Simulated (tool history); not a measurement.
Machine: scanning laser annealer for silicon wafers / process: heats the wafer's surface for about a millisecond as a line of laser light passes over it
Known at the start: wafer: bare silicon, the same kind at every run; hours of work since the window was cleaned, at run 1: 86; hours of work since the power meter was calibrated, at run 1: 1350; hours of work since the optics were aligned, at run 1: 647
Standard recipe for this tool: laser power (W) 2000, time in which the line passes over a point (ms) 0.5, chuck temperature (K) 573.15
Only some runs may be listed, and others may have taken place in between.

run,hour,laser power (W),time in which the line passes over a point (ms),chuck temperature (K),hours of work since the window was cleaned,hours of work since the power meter was calibrated,hours of work since the optics were aligned,highest temperature of the surface (K)
1,0,2000,0.5,573.15,86,1350,647,1326.15
2,38.7,2000,0.5,573.15,113,1377,675,1325.15
3,68,2000,0.392,573.15,134,1398,696,1228.15
4,99.3,2000,0.392,573.15,157,1421,718,1224.15
5,146.1,2000,0.392,573.15,190,1454,751,1221.15
# hour 151.1: window over the wafer cleaned
6,173.1,2000,0.389,573.15,16,1472,769,1197.15
7,216.1,2000,0.389,573.15,47,1503,800,1198.15
8,251.1,2000,0.389,573.15,72,1528,825,1190.15
9,293.1,2173,0.387,565.15,102,1558,855,1243.15
10,334.8,2173,0.387,565.15,131,1588,885,1238.15
11,379.8,2173,0.387,565.15,164,1620,917,1234.15
12,410,1956,0.484,573.15,185,1642,939,1231.15
# hour 414.8: window over the wafer cleaned, once more
13,445.7,1934,0.5,573.15,22,1666,963,1313.15

For each run, the measured value with the value that run would have given without the tool's hidden condition subtracted. The run-to-run variation is shared by both, the gauge scatter possibly not:
What the log doesn't record here: light that passes the window, % of a clean one's; laser's true power over the reading, %; width of the line over the set one, %; drift of the gauge itself on peak_c, C.
run,highest temperature of the surface (K)
1,-17
2,-22
3,-21
4,-25
5,-29
6,-48
7,-52
8,-56
9,-66
10,-71
11,-75
12,-78
13,-6
